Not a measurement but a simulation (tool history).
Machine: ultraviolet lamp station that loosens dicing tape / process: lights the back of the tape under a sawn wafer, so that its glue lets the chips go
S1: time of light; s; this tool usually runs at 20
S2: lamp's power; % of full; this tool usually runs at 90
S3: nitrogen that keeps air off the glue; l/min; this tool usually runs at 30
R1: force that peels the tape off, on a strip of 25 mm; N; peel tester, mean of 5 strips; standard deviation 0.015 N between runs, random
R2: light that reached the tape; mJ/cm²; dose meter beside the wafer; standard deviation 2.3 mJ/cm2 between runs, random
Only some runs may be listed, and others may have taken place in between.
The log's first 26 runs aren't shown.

{"run": 27, "day": 15.588, "S1": 15, "S2": 90, "S3": 11, "R1": 2.447, "R2": 143}
{"run": 28, "day": 16.067, "S1": 16, "S2": 90, "S3": 15, "R1": 2.016, "R2": 148}
{"run": 29, "day": 16.492, "S1": 20, "S2": 90, "S3": 11, "R1": 1.698, "R2": 195}
{"run": 30, "day": 16.833, "S1": 20, "S2": 90, "S3": 11, "R1": 1.671, "R2": 187}
{"run": 31, "day": 17.425, "S1": 10, "S2": 68, "S3": 55, "R1": 3.697, "R2": 72}
{"run": 32, "day": 17.804, "S1": 10, "S2": 68, "S3": 55, "R1": 3.638, "R2": 70}
{"run": 33, "day": 18.546, "S1": 25, "S2": 72, "S3": 55, "R1": 0.76, "R2": 187}
{"run": 34, "day": 19.05, "S1": 25, "S2": 72, "S3": 55, "R1": 0.802, "R2": 183}
{"run": 35, "day": 19.833, "S1": 20, "S2": 90, "S3": 40, "R1": 0.909, "R2": 188}
{"run": 36, "day": 20.538, "S1": 20, "S2": 71, "S3": 51, "R1": 1.354, "R2": 147}
{"run": 37, "day": 21.108, "S1": 12, "S2": 64, "S3": 16, "R1": 4.348, "R2": 81}
{"run": 38, "day": 21.821, "S1": 33, "S2": 90, "S3": 30, "R1": 0.359, "R2": 308}

Consider 5 possible next runs. They are alternatives, not a sequence: every one starts from the tool as it was left by run 38. What does each give?
{"run": "A", "day": 22.542, "S1": 18, "S2": 86, "S3": 19, "R1": "?", "R2": "?"}
{"run": "B", "day": 22.542, "S1": 33, "S2": 90, "S3": 40, "R1": "?", "R2": "?"}
{"run": "C", "day": 22.542, "S1": 19, "S2": 99, "S3": 22, "R1": "?", "R2": "?"}
{"run": "D", "day": 22.542, "S1": 24, "S2": 88, "S3": 30, "R1": "?", "R2": "?"}
{"run": "E", "day": 22.542, "S1": 24, "S2": 74, "S3": 12, "R1": "?", "R2": "?"}

run=A R1=1.709 R2=158
run=B R1=0.314 R2=306
run=C R1=1.147 R2=194
run=D R1=0.766 R2=216
run=E R1=1.759 R2=180
The same runs, with their run-to-run variation unchanged, on a tool lacking any hidden condition would have given:
run=A R1=1.178 R2=195
run=B R1=0.223 R2=376
run=C R1=0.748 R2=238
run=D R1=0.483 R2=266
run=E R1=1.213 R2=222
